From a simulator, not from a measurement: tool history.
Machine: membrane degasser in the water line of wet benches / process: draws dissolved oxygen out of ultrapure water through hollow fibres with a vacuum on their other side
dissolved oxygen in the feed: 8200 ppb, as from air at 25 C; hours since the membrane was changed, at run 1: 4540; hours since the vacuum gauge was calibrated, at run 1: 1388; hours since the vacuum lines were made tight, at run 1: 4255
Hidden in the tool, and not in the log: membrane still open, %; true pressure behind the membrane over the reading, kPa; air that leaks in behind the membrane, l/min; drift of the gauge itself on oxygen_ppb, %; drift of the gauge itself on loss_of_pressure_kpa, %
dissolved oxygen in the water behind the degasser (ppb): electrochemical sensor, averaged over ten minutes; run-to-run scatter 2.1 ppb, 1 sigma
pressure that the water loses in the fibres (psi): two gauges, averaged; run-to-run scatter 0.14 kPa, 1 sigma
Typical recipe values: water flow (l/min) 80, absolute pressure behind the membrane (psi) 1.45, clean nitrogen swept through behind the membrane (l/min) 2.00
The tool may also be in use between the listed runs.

run	day	water flow (l/min)	absolute pressure behind the membrane (psi)	clean nitrogen swept through behind the membrane (l/min)	hours since the membrane was changed	hours since the vacuum gauge was calibrated	hours since the vacuum lines were made tight	dissolved oxygen in the water behind the degasser (ppb)	pressure that the water loses in the fibres (psi)
1	0.000	80	1.45	2.00	4540	1388	4255	533.2	6.026
2	7.104	80	1.45	2.00	4711	1559	4426	530.0	6.041
3	13.775	80	1.45	2.00	4871	1719	4586	532.6	6.068
4	19.138	80	1.45	2.00	5000	1848	4715	533.5	6.055
5	22.062	54	1.45	2.00	5070	1918	4785	388.4	4.054
6	28.988	80	1.25	2.00	5236	2084	4951	431.4	6.047
7	34.096	80	1.25	3.02	5359	2207	5074	314.0	6.028
8	39.796	80	1.25	3.02	5495	2343	5210	314.9	6.038
9	44.454	80	1.45	1.95	5607	2455	5322	544.6	6.035
10	47.792	80	1.45	1.95	5687	2535	5402	549.2	6.022
11	53.204	80	1.45	1.95	5817	2665	5532	552.0	6.031
12	57.833	80	1.45	1.95	5928	2776	5643	549.1	6.051
13	61.862	80	1.45	2.00	6025	2873	5740	536.3	6.054
14	65.225	80	1.45	2.13	6106	2954	5821	511.7	6.055
15	70.758	80	1.45	2.13	6239	3086	5954	516.2	6.054
16	74.938	80	3.32	2.00	6339	3187	6054	1385.4	6.058
17	78.879	80	3.32	2.00	6433	3281	6148	1376.4	6.067
18	86.112	80	3.32	2.00	6607	3455	6322	1383.5	6.071
19	91.975	85	1.45	4.80	6748	3596	6463	283.2	6.460
# day 92.329: vacuum gauge calibrated
20	95.592	50	1.45	4.80	6834	78	6549	174.2	3.807
21	98.879	74	2.26	1.69	6913	157	6628	1000.0	5.641
# day 102.996: vacuum gauge calibrated, once more
22	105.721	84	2.44	1.60	7077	65	6792	1206.7	6.341
23	108.633	90	1.45	5.40	7147	135	6862	262.8	6.818
24	114.117	71	1.78	1.16	7278	267	6993	931.1	5.414
25	117.488	71	1.78	1.16	7359	348	7074	923.8	5.404
# day 119.688: seals of the vacuum lines changed
26	121.996	71	1.78	1.16	7465	454	55	927.6	5.419
27	125.900	97	2.42	4.26	7559	548	149	644.5	7.420
28	130.608	80	1.45	5.56	7672	661	262	227.7	6.132

3 options for the next run, each taken on its own from the tool as it stands now. Forecast them:
A	134.104	92	1.07	2.00	7756	745	346	?	?
B	134.104	56	1.41	1.31	7756	745	346	?	?
C	134.104	57	1.45	2.00	7756	745	346	?	?

run	dissolved oxygen in the water behind the degasser (ppb)	pressure that the water loses in the fibres (psi)
A	379.4	7.047
B	528.4	4.229
C	400.7	4.369
Take away the tool's hidden state, keep each run's random variation, and the runs would have read:
run	dissolved oxygen in the water behind the degasser (ppb)	pressure that the water loses in the fibres (psi)
A	373.3	6.844
B	524.6	4.107
C	397.8	4.244
